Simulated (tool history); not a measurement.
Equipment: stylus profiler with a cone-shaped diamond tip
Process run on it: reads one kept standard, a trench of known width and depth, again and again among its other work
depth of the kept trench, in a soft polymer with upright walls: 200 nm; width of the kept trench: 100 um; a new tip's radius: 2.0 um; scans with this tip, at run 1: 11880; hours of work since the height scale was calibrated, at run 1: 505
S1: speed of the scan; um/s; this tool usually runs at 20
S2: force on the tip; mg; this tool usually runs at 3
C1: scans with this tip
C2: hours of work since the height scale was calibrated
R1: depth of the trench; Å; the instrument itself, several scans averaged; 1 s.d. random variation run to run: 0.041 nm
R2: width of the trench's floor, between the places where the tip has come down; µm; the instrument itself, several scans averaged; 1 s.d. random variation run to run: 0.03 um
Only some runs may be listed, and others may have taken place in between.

run	hour	S1	S2	C1	C2	R1	R2
1	0	20	3	11880	505	2029.3	97.8
2	46.3	20	3	12143	534	2028.5	97.73
3	80.1	20	3	12335	556	2030.6	97.8
4	112	20	3	12517	577	2028.9	97.79
5	150.6	20	3	12735	601	2030.1	97.72
6	179.3	31	3	12899	620	2029.4	97.64
7	215.8	31	3	13106	643	2030	97.7
8	269.9	31	4.69	13413	678	2038.8	97.67
9	312.5	20	3	13655	706	2030.4	97.68
10	361.5	20	1.24	13933	737	2018	97.61
11	404.9	74	3	14180	765	2029.8	97.47
12	454.9	20	2.8	14464	797	2029.1	97.69
13	482.1	20	3	14619	815	2030.4	97.66
# hour 508.7: height scale calibrated on a step standard
14	538.6	6	3	14937	19	2033.2	97.74
15	574.3	6	3	15140	42	2033.1	97.72
16	611.1	6	3	15349	66	2032.6	97.68
# hour 624: height scale calibrated on a step standard, once more
17	636.7	6	2.05	15492	8	2019.4	97.7
18	665.1	20	7.28	15653	26	2047	97.68
19	724.3	20	7.28	15989	65	2047.9	97.69
20	776.2	56	7.28	16284	98	2047.9	97.58
21	831.5	56	7.28	16598	134	2048.1	97.53
22	862.5	26	3	16774	154	2026.1	97.61
23	911.6	26	3	17053	185	2026.7	97.55
24	953.6	30	2.36	17292	212	2023.7	97.55
25	998.3	47	3	17546	241	2026.8	97.49
26	1049.5	52	1.66	17836	274	2018.4	97.35
27	1104.9	52	1.66	18151	309	2018.3	97.37
28	1132.8	23	4.66	18309	327	2036.6	97.56
29	1182.6	5	4.97	18593	359	2038.4	97.6
30	1237.4	14	2.46	18904	395	2024.4	97.58
31	1274.2	14	6.95	19113	418	2046.9	97.6
32	1314.1	14	6.95	19340	444	2047.5	97.59
33	1372.7	14	6.95	19673	482	2048.1	97.52
34	1423	21	7.82	19958	514	2052.6	97.52
35	1474	57	8.71	20248	547	2056.2	97.46
36	1525.8	57	8.71	20542	580	2056.2	97.38
37	1575.7	8	6.3	20826	612	2045.7	97.55
38	1621	22	6.3	21083	642	2045.7	97.51
39	1655.8	45	7.65	21281	664	2051.3	97.49
40	1680.8	20	3.44	21423	680	2030.7	97.4
41	1714.7	20	1.85	21615	702	2021.2	97.42
42	1751.4	20	8.71	21824	726	2057.3	97.5
43	1779.7	8	1.13	21985	744	2015.9	97.52
44	1812.8	8	1.13	22173	765	2016.3	97.5
45	1852.9	23	2.69	22400	791	2027.6	97.38

For each entry between runs, how does the tool's hidden state at the last listed run before it compare with that at the first listed run after it?
In the gap between runs 13 and 14: height scale calibrated on a step standard (hour 508.7)
  radius of the tip, um: 3.24 -> 3.27; height scale over the true one, %: 0.177 -> 0.285
  the result without the hidden state subtracted from the measured one, R1: +3.6 -> +5.8 Å; R2: -0.5 -> -0.51 µm
In the gap between runs 16 and 17: height scale calibrated on a step standard, once more (hour 624)
  radius of the tip, um: 3.31 -> 3.32; height scale over the true one, %: 0.295 -> -0.058
  the result without the hidden state subtracted from the measured one, R1: +6 -> -1.2 Å; R2: -0.52 -> -0.53 µm
